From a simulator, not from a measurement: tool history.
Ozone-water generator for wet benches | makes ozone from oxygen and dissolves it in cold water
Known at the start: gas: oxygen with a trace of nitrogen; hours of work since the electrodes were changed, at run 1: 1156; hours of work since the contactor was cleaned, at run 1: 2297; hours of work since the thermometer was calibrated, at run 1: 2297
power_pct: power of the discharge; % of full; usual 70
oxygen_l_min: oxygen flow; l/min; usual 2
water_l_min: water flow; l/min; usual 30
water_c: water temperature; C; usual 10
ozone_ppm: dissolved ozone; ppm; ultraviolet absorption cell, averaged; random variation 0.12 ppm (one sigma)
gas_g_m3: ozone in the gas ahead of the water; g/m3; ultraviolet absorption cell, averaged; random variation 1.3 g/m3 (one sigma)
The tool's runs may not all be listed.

run,hour,power_pct,oxygen_l_min,water_l_min,water_c,hours of work since the electrodes were changed,hours of work since the contactor was cleaned,hours of work since the thermometer was calibrated,ozone_ppm,gas_g_m3
1,0,70,2,30,10,1156,2297,2297,10.1,230.4
2,32,70,2,30,10,1179,2320,2320,10.2,231.3
3,80.4,70,2,30,10,1214,2355,2355,9.9,229.3
4,143,70,2,30,10,1259,2400,2400,9.9,228.4
5,184.1,70,2.25,30,10,1289,2430,2430,10.1,214.1
6,222.7,70,2,25,10,1316,2458,2458,12.2,228
7,256.1,70,2,30,5,1341,2482,2482,10.2,228.8
8,286.9,70,2,30,5,1363,2504,2504,10.1,227.3
9,343.9,70,2,30,10,1404,2545,2545,9.9,228.1
10,382.2,70,2,30,10,1432,2573,2573,9.8,228.1
11,421.9,70,2,30,10,1460,2601,2601,9.8,227.4
12,472.1,70,2,20,10,1497,2638,2638,15.6,227.8
13,513.7,70,2,38,10,1527,2668,2668,7.2,226.1
14,556,70,2,38,10,1557,2698,2698,7.5,225.6
15,618.3,70,2,40,10,1602,2743,2743,6.8,225.9
# hour 623.9: water thermometer calibrated
16,679.6,56,1.12,40,10,1646,2787,40,4.9,268
17,743.2,56,1.12,40,10,1692,2833,86,4.7,269.8
18,769.9,56,1.12,40,10,1711,2852,105,4.7,270.7
19,830.3,56,1.25,40,10,1755,2896,149,4.9,250.8
20,884.2,82,1.29,30,10,1794,2935,188,9.6,335
21,930.4,77,2.79,36,15,1827,2968,221,8.5,194.2
# hour 943.6: water thermometer calibrated, once more
22,957.8,55,1.9,30,14,1847,2988,10,7.5,189.9
23,1003.2,47,1.74,31,12,1879,3020,43,6.1,175.9
24,1068.8,47,1.74,31,12,1927,3068,90,6.5,176.3
25,1096.3,70,3.36,30,11,1947,3088,110,10.6,161
26,1131.2,45,2,28,10,1972,3113,135,7.2,156.3
27,1191.7,45,1.1,29,10,2015,3157,179,5.8,224.2

Forecast each of these 4 alternatives for the next run:
A,1222.3,45,1.1,19,10,2038,3179,201,?,?
B,1222.3,70,2,30,6,2038,3179,201,?,?
C,1222.3,70,1.1,27,7,2038,3179,201,?,?
D,1222.3,44,1.1,29,6,2038,3179,201,?,?

run,ozone_ppm,gas_g_m3
A,9.7,224.3
B,9.5,223.5
C,9.3,321.6
D,5.7,221.3
Without the tool's hidden state the same runs would have given:
run,ozone_ppm,gas_g_m3
A,10.9,239
B,11.4,247.3
C,11.1,355.9
D,6.6,235.4
